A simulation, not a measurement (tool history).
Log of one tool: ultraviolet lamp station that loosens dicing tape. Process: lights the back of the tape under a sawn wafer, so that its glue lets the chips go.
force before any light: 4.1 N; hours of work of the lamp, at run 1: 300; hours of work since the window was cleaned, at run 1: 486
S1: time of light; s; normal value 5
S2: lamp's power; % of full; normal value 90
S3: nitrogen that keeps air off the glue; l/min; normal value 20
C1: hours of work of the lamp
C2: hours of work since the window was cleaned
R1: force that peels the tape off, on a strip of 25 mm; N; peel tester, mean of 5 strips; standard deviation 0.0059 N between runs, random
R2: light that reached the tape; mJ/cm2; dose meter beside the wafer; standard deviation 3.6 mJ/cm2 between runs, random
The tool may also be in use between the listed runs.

run,hour,S1,S2,S3,C1,C2,R1,R2
1,0,5,90,20,300,486,0.151,600
2,55.4,5,67,20,336,523,0.289,442
3,101.8,5,80,20,367,553,0.188,531
4,140.6,5,90,20,392,578,0.157,600
5,202.6,5,90,20,432,618,0.165,602
# hour 241.4: window cleaned of glue's vapour
6,264.2,5,90,9,472,15,0.317,598
7,301.6,5,90,9,496,39,0.308,602
8,366.2,5,71,20,538,81,0.247,471
9,399.8,5,90,20,560,103,0.162,598
10,459.6,5,90,20,599,142,0.156,595
11,516.6,5,90,20,636,179,0.153,598
12,554,5,90,20,661,203,0.146,593
13,590.7,6,71,25,685,227,0.149,567
14,627.5,3,90,17,708,251,0.526,362
# hour 634: lamp changed
15,691.5,3,78,20,37,292,0.598,313
16,726.8,4,79,14,60,315,0.438,425
17,780,8,73,20,95,350,0.1,783
18,829.4,8,83,25,127,382,0.081,884
19,873.3,8,67,8,156,411,0.237,713
20,941.8,5,82,20,200,455,0.19,550
21,998.7,5,82,20,237,492,0.19,548
22,1053,5,82,20,273,528,0.198,540
23,1085.4,5,82,8,294,549,0.423,543
24,1136.7,5,93,8,327,582,0.312,618

What differs in the tool's unlogged condition from the final listed run ahead of each entry between runs to the first listed run following it?
Between runs 5 and 6: window cleaned of glue's vapour (hour 241.4)
  nothing in the hidden state changes from one run to the other
Between runs 14 and 15: lamp changed (hour 634)
  lamp's light, % of a new lamp's: 99.8 -> 100

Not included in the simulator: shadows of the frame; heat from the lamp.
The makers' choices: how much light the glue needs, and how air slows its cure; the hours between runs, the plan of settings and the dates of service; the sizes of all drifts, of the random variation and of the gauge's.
